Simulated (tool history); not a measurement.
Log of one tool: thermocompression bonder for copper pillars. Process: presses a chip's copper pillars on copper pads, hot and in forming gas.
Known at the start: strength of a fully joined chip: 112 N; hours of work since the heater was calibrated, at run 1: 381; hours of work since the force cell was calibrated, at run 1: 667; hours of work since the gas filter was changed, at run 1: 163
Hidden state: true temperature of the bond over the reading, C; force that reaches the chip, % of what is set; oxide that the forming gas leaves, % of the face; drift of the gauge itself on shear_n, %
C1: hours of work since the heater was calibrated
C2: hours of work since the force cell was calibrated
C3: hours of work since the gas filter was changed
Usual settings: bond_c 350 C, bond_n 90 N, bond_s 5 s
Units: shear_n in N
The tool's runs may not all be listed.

{"run": 1, "hour": 0.0, "bond_c": 350, "bond_n": 90, "bond_s": 5, "C1": 381, "C2": 667, "C3": 163, "shear_n": 72.6}
{"run": 2, "hour": 15.4, "bond_c": 350, "bond_n": 90, "bond_s": 5, "C1": 393, "C2": 678, "C3": 174, "shear_n": 71.6}
{"run": 3, "hour": 28.9, "bond_c": 350, "bond_n": 90, "bond_s": 8, "C1": 403, "C2": 689, "C3": 185, "shear_n": 81.7}
{"run": 4, "hour": 38.8, "bond_c": 350, "bond_n": 90, "bond_s": 5, "C1": 411, "C2": 696, "C3": 192, "shear_n": 72.0}
{"run": 5, "hour": 55.7, "bond_c": 350, "bond_n": 90, "bond_s": 6, "C1": 424, "C2": 709, "C3": 205, "shear_n": 76.8}
{"run": 6, "hour": 69.5, "bond_c": 350, "bond_n": 90, "bond_s": 5, "C1": 434, "C2": 719, "C3": 216, "shear_n": 72.1}
{"run": 7, "hour": 77.7, "bond_c": 365, "bond_n": 90, "bond_s": 5, "C1": 440, "C2": 726, "C3": 222, "shear_n": 79.0}
{"run": 8, "hour": 85.9, "bond_c": 350, "bond_n": 90, "bond_s": 5, "C1": 447, "C2": 732, "C3": 228, "shear_n": 72.9}
{"run": 9, "hour": 99.9, "bond_c": 362, "bond_n": 90, "bond_s": 5, "C1": 457, "C2": 743, "C3": 239, "shear_n": 77.3}
{"run": 10, "hour": 116.5, "bond_c": 350, "bond_n": 90, "bond_s": 5, "C1": 470, "C2": 755, "C3": 251, "shear_n": 72.7}
{"run": 11, "hour": 131.9, "bond_c": 350, "bond_n": 90, "bond_s": 5, "C1": 482, "C2": 767, "C3": 263, "shear_n": 72.8}
{"run": 12, "hour": 142.0, "bond_c": 350, "bond_n": 90, "bond_s": 5, "C1": 489, "C2": 775, "C3": 271, "shear_n": 72.7}
{"run": 13, "hour": 155.2, "bond_c": 334, "bond_n": 90, "bond_s": 8, "C1": 499, "C2": 785, "C3": 281, "shear_n": 74.5}
{"run": 14, "hour": 172.8, "bond_c": 334, "bond_n": 90, "bond_s": 8, "C1": 513, "C2": 798, "C3": 294, "shear_n": 73.8}
{"run": 15, "hour": 184.8, "bond_c": 334, "bond_n": 90, "bond_s": 8, "C1": 522, "C2": 807, "C3": 303, "shear_n": 74.2}
{"run": 16, "hour": 200.0, "bond_c": 373, "bond_n": 79, "bond_s": 12, "C1": 533, "C2": 819, "C3": 315, "shear_n": 93.1}
{"run": 17, "hour": 208.1, "bond_c": 350, "bond_n": 66, "bond_s": 3, "C1": 540, "C2": 825, "C3": 321, "shear_n": 48.9}
{"run": 18, "hour": 219.5, "bond_c": 376, "bond_n": 66, "bond_s": 8, "C1": 548, "C2": 834, "C3": 330, "shear_n": 78.8}
{"run": 19, "hour": 233.8, "bond_c": 363, "bond_n": 74, "bond_s": 3, "C1": 559, "C2": 845, "C3": 341, "shear_n": 58.8}
{"run": 20, "hour": 252.4, "bond_c": 363, "bond_n": 74, "bond_s": 3, "C1": 573, "C2": 859, "C3": 355, "shear_n": 59.1}
{"run": 21, "hour": 267.0, "bond_c": 350, "bond_n": 90, "bond_s": 3, "C1": 584, "C2": 870, "C3": 366, "shear_n": 62.0}
{"run": 22, "hour": 278.9, "bond_c": 350, "bond_n": 90, "bond_s": 10, "C1": 594, "C2": 879, "C3": 375, "shear_n": 85.7}
{"run": 23, "hour": 296.4, "bond_c": 323, "bond_n": 124, "bond_s": 5, "C1": 607, "C2": 892, "C3": 388, "shear_n": 73.8}

Consider 5 possible next runs. They are alternatives, not a sequence: every one starts from the tool as it was left by run 23. What does each give?
{"run": "A", "hour": 307.5, "bond_c": 348, "bond_n": 123, "bond_s": 5, "C1": 615, "C2": 901, "C3": 397, "shear_n": "?"}
{"run": "B", "hour": 307.5, "bond_c": 344, "bond_n": 90, "bond_s": 5, "C1": 615, "C2": 901, "C3": 397, "shear_n": "?"}
{"run": "C", "hour": 307.5, "bond_c": 363, "bond_n": 121, "bond_s": 8, "C1": 615, "C2": 901, "C3": 397, "shear_n": "?"}
{"run": "D", "hour": 307.5, "bond_c": 323, "bond_n": 124, "bond_s": 13, "C1": 615, "C2": 901, "C3": 397, "shear_n": "?"}
{"run": "E", "hour": 307.5, "bond_c": 350, "bond_n": 71, "bond_s": 14, "C1": 615, "C2": 901, "C3": 397, "shear_n": "?"}

run=A shear_n=85.7
run=B shear_n=69.7
run=C shear_n=97.4
run=D shear_n=91.7
run=E shear_n=81.1
The same runs, with their run-to-run variation unchanged, on a tool lacking any hidden condition would have given:
run=A shear_n=85.9
run=B shear_n=69.9
run=C shear_n=97.7
run=D shear_n=91.9
run=E shear_n=81.3

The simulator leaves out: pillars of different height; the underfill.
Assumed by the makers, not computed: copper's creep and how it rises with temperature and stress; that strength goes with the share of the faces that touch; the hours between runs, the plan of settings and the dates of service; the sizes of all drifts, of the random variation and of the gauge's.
